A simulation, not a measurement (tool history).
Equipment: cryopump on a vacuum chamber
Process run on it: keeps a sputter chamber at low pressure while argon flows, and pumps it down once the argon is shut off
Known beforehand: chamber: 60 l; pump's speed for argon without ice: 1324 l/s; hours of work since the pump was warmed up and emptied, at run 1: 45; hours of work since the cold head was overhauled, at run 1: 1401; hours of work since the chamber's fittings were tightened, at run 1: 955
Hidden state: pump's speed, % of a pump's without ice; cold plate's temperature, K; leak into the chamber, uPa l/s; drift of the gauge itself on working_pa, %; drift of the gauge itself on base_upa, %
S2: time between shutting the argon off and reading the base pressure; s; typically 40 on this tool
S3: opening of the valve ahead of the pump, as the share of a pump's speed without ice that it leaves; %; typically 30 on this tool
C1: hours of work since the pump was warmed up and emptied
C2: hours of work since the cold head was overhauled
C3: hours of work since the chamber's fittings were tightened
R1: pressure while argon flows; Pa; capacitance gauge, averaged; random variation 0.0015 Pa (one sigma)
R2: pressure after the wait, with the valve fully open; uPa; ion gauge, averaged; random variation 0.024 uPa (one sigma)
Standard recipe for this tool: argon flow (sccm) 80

{"run": 1, "hour": 0.0, "argon flow (sccm)": 80, "S2": 40, "S3": 30, "C1": 45, "C2": 1401, "C3": 955, "R1": 0.3427, "R2": 1.93}
{"run": 2, "hour": 61.4, "argon flow (sccm)": 80, "S2": 40, "S3": 30, "C1": 87, "C2": 1443, "C3": 996, "R1": 0.3459, "R2": 1.88}
{"run": 3, "hour": 106.4, "argon flow (sccm)": 80, "S2": 30, "S3": 30, "C1": 118, "C2": 1474, "C3": 1027, "R1": 0.3488, "R2": 2.41}
{"run": 4, "hour": 145.4, "argon flow (sccm)": 80, "S2": 30, "S3": 30, "C1": 144, "C2": 1500, "C3": 1054, "R1": 0.3488, "R2": 2.4}
{"run": 5, "hour": 187.7, "argon flow (sccm)": 80, "S2": 25, "S3": 30, "C1": 173, "C2": 1529, "C3": 1082, "R1": 0.3532, "R2": 2.85}
{"run": 6, "hour": 237.2, "argon flow (sccm)": 80, "S2": 25, "S3": 30, "C1": 207, "C2": 1563, "C3": 1116, "R1": 0.3535, "R2": 2.84}
{"run": 7, "hour": 291.5, "argon flow (sccm)": 80, "S2": 25, "S3": 30, "C1": 244, "C2": 1600, "C3": 1153, "R1": 0.3551, "R2": 2.86}
{"run": 8, "hour": 324.2, "argon flow (sccm)": 80, "S2": 25, "S3": 30, "C1": 266, "C2": 1622, "C3": 1176, "R1": 0.3549, "R2": 2.97}
{"run": 9, "hour": 373.9, "argon flow (sccm)": 80, "S2": 25, "S3": 30, "C1": 300, "C2": 1656, "C3": 1209, "R1": 0.3606, "R2": 2.89}
{"run": 10, "hour": 440.5, "argon flow (sccm)": 80, "S2": 25, "S3": 30, "C1": 345, "C2": 1702, "C3": 1255, "R1": 0.3632, "R2": 2.86}
{"run": 11, "hour": 491.8, "argon flow (sccm)": 80, "S2": 25, "S3": 30, "C1": 380, "C2": 1737, "C3": 1290, "R1": 0.3637, "R2": 2.97}
{"run": 12, "hour": 555.3, "argon flow (sccm)": 80, "S2": 25, "S3": 26, "C1": 424, "C2": 1780, "C3": 1333, "R1": 0.4218, "R2": 2.91}
{"hour": 564.7, "done": "pump warmed up, emptied and cooled again"}
{"run": 13, "hour": 593.7, "argon flow (sccm)": 76, "S2": 40, "S3": 30, "C1": 20, "C2": 1803, "C3": 1356, "R1": 0.3252, "R2": 1.87}
{"run": 14, "hour": 666.2, "argon flow (sccm)": 76, "S2": 40, "S3": 30, "C1": 69, "C2": 1852, "C3": 1405, "R1": 0.3286, "R2": 1.94}
{"run": 15, "hour": 736.6, "argon flow (sccm)": 111, "S2": 22, "S3": 27, "C1": 117, "C2": 1900, "C3": 1453, "R1": 0.5368, "R2": 3.21}
{"run": 16, "hour": 772.4, "argon flow (sccm)": 111, "S2": 22, "S3": 27, "C1": 142, "C2": 1925, "C3": 1478, "R1": 0.5344, "R2": 3.15}
{"run": 17, "hour": 842.8, "argon flow (sccm)": 48, "S2": 26, "S3": 30, "C1": 190, "C2": 1973, "C3": 1526, "R1": 0.2106, "R2": 2.79}
{"run": 18, "hour": 875.6, "argon flow (sccm)": 36, "S2": 64, "S3": 21, "C1": 212, "C2": 1995, "C3": 1548, "R1": 0.2261, "R2": 1.39}
{"run": 19, "hour": 925.5, "argon flow (sccm)": 36, "S2": 64, "S3": 21, "C1": 246, "C2": 2029, "C3": 1582, "R1": 0.2259, "R2": 1.4}
{"run": 20, "hour": 963.8, "argon flow (sccm)": 80, "S2": 40, "S3": 53, "C1": 272, "C2": 2055, "C3": 1608, "R1": 0.212, "R2": 2.01}
{"run": 21, "hour": 994.3, "argon flow (sccm)": 45, "S2": 134, "S3": 30, "C1": 293, "C2": 2076, "C3": 1629, "R1": 0.2037, "R2": 0.92}
{"run": 22, "hour": 1032.7, "argon flow (sccm)": 100, "S2": 134, "S3": 19, "C1": 319, "C2": 2102, "C3": 1655, "R1": 0.6939, "R2": 0.97}
{"run": 23, "hour": 1069.9, "argon flow (sccm)": 80, "S2": 258, "S3": 16, "C1": 344, "C2": 2127, "C3": 1681, "R1": 0.6583, "R2": 0.77}
{"run": 24, "hour": 1112.6, "argon flow (sccm)": 80, "S2": 258, "S3": 16, "C1": 374, "C2": 2157, "C3": 1710, "R1": 0.6613, "R2": 0.71}
{"run": 25, "hour": 1147.8, "argon flow (sccm)": 80, "S2": 22, "S3": 26, "C1": 398, "C2": 2181, "C3": 1734, "R1": 0.4235, "R2": 3.26}
{"run": 26, "hour": 1184.3, "argon flow (sccm)": 148, "S2": 40, "S3": 18, "C1": 422, "C2": 2205, "C3": 1759, "R1": 1.1051, "R2": 2.06}

What if the next run were any one of these 3? Each begins from the tool's condition after run 26:
{"hour": 1197.7, "done": "pump warmed up, emptied and cooled again"}
{"run": "A", "hour": 1247.4, "argon flow (sccm)": 80, "S2": 23, "S3": 35, "C1": 34, "C2": 2245, "C3": 1798, "R1": "?", "R2": "?"}
{"hour": 1197.7, "done": "pump warmed up, emptied and cooled again"}
{"run": "B", "hour": 1247.4, "argon flow (sccm)": 39, "S2": 20, "S3": 59, "C1": 34, "C2": 2245, "C3": 1798, "R1": "?", "R2": "?"}
{"hour": 1197.7, "done": "pump warmed up, emptied and cooled again"}
{"run": "C", "hour": 1247.4, "argon flow (sccm)": 57, "S2": 50, "S3": 30, "C1": 34, "C2": 2245, "C3": 1798, "R1": "?", "R2": "?"}

run=A R1=0.2972 R2=3.11
run=B R1=0.0852 R2=3.46
run=C R1=0.2446 R2=1.64
What these runs would have given with no unlogged condition in the tool:
run=A R1=0.2931 R2=2.91
run=B R1=0.0832 R2=3.26
run=C R1=0.2416 R2=1.44

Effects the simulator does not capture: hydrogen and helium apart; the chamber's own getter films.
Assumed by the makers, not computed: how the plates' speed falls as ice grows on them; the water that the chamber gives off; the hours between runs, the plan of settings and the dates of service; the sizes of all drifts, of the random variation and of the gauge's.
